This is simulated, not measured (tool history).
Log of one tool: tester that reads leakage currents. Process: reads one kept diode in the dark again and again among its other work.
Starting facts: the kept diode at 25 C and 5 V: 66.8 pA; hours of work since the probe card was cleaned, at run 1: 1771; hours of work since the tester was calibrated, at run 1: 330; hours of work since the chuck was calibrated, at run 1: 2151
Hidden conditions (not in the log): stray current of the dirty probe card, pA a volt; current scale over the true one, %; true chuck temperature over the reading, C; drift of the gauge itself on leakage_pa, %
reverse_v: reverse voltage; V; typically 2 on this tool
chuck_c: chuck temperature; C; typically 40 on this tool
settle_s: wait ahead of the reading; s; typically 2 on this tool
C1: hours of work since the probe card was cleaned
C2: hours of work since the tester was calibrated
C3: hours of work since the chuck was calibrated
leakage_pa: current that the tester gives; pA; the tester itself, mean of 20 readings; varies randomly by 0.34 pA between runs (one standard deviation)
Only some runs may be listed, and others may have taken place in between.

Run 1, hour 0: usual settings; C1 1771; C2 330; C3 2151. Result: leakage_pa 99.84 pA.
At hour 32.7: chuck's temperature calibrated.
Run 2, hour 70.1: usual settings; C1 1802; C2 361; C3 17. Result: leakage_pa 90.95 pA.
Run 3, hour 112.9: usual settings; C1 1822; C2 381; C3 37. Result: leakage_pa 91.3 pA.
Run 4, hour 172.8: usual settings; C1 1849; C2 408; C3 64. Result: leakage_pa 90.87 pA.
At hour 224: chuck's temperature calibrated, once more.
Run 5, hour 241.1: usual settings; C1 1879; C2 439; C3 8. Result: leakage_pa 115.85 pA.
Run 6, hour 309.8: usual settings; C1 1911; C2 470; C3 39. Result: leakage_pa 115.28 pA.
Run 7, hour 343.6: usual settings; C1 1926; C2 486; C3 55. Result: leakage_pa 115.14 pA.
Run 8, hour 405: usual settings but chuck_c 27 C; C1 1954; C2 514; C3 83. Result: leakage_pa 47.2 pA.
Run 9, hour 455.7: usual settings but chuck_c 27 C; C1 1978; C2 537; C3 106. Result: leakage_pa 47.23 pA.
Run 10, hour 496.2: usual settings but chuck_c 51 C; C1 1996; C2 556; C3 125. Result: leakage_pa 232.46 pA.
Run 11, hour 563.1: usual settings; C1 2027; C2 586; C3 155. Result: leakage_pa 114.62 pA.
Run 12, hour 612: usual settings; C1 2049; C2 609; C3 178. Result: leakage_pa 114.5 pA.
Run 13, hour 678: usual settings; C1 2079; C2 639; C3 208. Result: leakage_pa 114.62 pA.
Run 14, hour 728.3: usual settings; C1 2102; C2 662; C3 231. Result: leakage_pa 114.17 pA.
Run 15, hour 763: usual settings but chuck_c 47 C; C1 2118; C2 678; C3 247. Result: leakage_pa 179.79 pA.
Run 16, hour 819.5: usual settings but chuck_c 47 C; C1 2144; C2 704; C3 273. Result: leakage_pa 179.56 pA.
Run 17, hour 872.2: usual settings but chuck_c 44 C; C1 2168; C2 728; C3 297. Result: leakage_pa 147.27 pA.
Run 18, hour 922.5: usual settings but settle_s 6.59 s; C1 2191; C2 751; C3 320. Result: leakage_pa 113.11 pA.
Run 19, hour 952.4: usual settings but settle_s 0.36 s; C1 2205; C2 764; C3 333. Result: leakage_pa 114.33 pA.
Run 20, hour 1013.9: usual settings but chuck_c 25 C; C1 2233; C2 793; C3 362. Result: leakage_pa 40.8 pA.
Run 21, hour 1058.1: usual settings but reverse_v 1.81 V, chuck_c 39 C; C1 2253; C2 813; C3 382. Result: leakage_pa 99.22 pA.
Run 22, hour 1114.7: usual settings but reverse_v 1.24 V, settle_s 8.84 s; C1 2279; C2 839; C3 408. Result: leakage_pa 84.78 pA.
Run 23, hour 1171.8: usual settings but reverse_v 1.24 V, settle_s 8.84 s; C1 2305; C2 865; C3 434. Result: leakage_pa 84.52 pA.
Run 24, hour 1212.5: usual settings but reverse_v 1.24 V, settle_s 8.84 s; C1 2324; C2 883; C3 452. Result: leakage_pa 84.4 pA.
Run 25, hour 1255.4: usual settings but reverse_v 1.24 V, settle_s 8.84 s; C1 2344; C2 903; C3 472. Result: leakage_pa 84.22 pA.
Run 26, hour 1288: usual settings but reverse_v 5.93 V, settle_s 0.36 s; C1 2359; C2 918; C3 487. Result: leakage_pa 218.91 pA.
Run 27, hour 1356.3: usual settings but reverse_v 5.93 V, settle_s 0.36 s; C1 2390; C2 949; C3 518. Result: leakage_pa 219.07 pA.
Run 28, hour 1401.5: usual settings but reverse_v 5.93 V, settle_s 0.36 s; C1 2410; C2 970; C3 539. Result: leakage_pa 220.11 pA.
Run 29, hour 1455.3: usual settings but reverse_v 5.93 V, settle_s 0.36 s; C1 2435; C2 995; C3 564. Result: leakage_pa 218.81 pA.
Run 30, hour 1489.5: usual settings but reverse_v 2.53 V, chuck_c 27 C; C1 2451; C2 1010; C3 579. Result: leakage_pa 53.33 pA.
Run 31, hour 1539.4: usual settings but chuck_c 25 C, settle_s 5.4 s; C1 2474; C2 1033; C3 602. Result: leakage_pa 40.06 pA.
Run 32, hour 1571.8: usual settings but chuck_c 25 C, settle_s 5.4 s; C1 2488; C2 1048; C3 617. Result: leakage_pa 40.21 pA.
Run 33, hour 1625.1: usual settings but reverse_v 9.49 V, chuck_c 23 C, settle_s 0.47 s; C1 2513; C2 1072; C3 641. Result: leakage_pa 98.19 pA.
Run 34, hour 1683.4: usual settings but reverse_v 5.87 V, chuck_c 48 C, settle_s 1.88 s; C1 2540; C2 1099; C3 668. Result: leakage_pa 352.99 pA.
At hour 1703: probe card cleaned and baked.
Run 35, hour 1715.9: usual settings but reverse_v 5.87 V, chuck_c 48 C, settle_s 1.88 s; C1 6; C2 1113; C3 682. Result: leakage_pa 347.97 pA.
Run 36, hour 1749.9: usual settings but reverse_v 4.9 V, chuck_c 48 C, settle_s 4.74 s; C1 21; C2 1128; C3 697. Result: leakage_pa 310.94 pA.
Run 37, hour 1807.6: usual settings but reverse_v 4.01 V, chuck_c 48 C; C1 48; C2 1155; C3 724. Result: leakage_pa 275.19 pA.
Run 38, hour 1844.9: usual settings but reverse_v 4.17 V, chuck_c 35 C, settle_s 0.38 s; C1 65; C2 1172; C3 741. Result: leakage_pa 121.05 pA.
Run 39, hour 1906.6: usual settings but reverse_v 4.17 V, chuck_c 35 C, settle_s 0.38 s; C1 93; C2 1200; C3 769. Result: leakage_pa 120.83 pA.

Branching from run 39: 3 alternative next runs. What would each branch give?
Run A, hour 1955.9: usual settings but reverse_v 18.58 V, settle_s 0.7 s; C1 116; C2 1222; C3 791. Result: leakage_pa ?.
Run B, hour 1955.9: usual settings but reverse_v 6.91 V, settle_s 1.67 s; C1 116; C2 1222; C3 791. Result: leakage_pa ?.
Run C, hour 1955.9: usual settings but reverse_v 6.83 V, chuck_c 35 C, settle_s 1.51 s; C1 116; C2 1222; C3 791. Result: leakage_pa ?.

run  leakage_pa
  A      407.11
  B      223.55
  C      157.67
Without the tool's hidden state the same runs would have given:
run  leakage_pa
  A      427.34
  B      235.05
  C      165.88
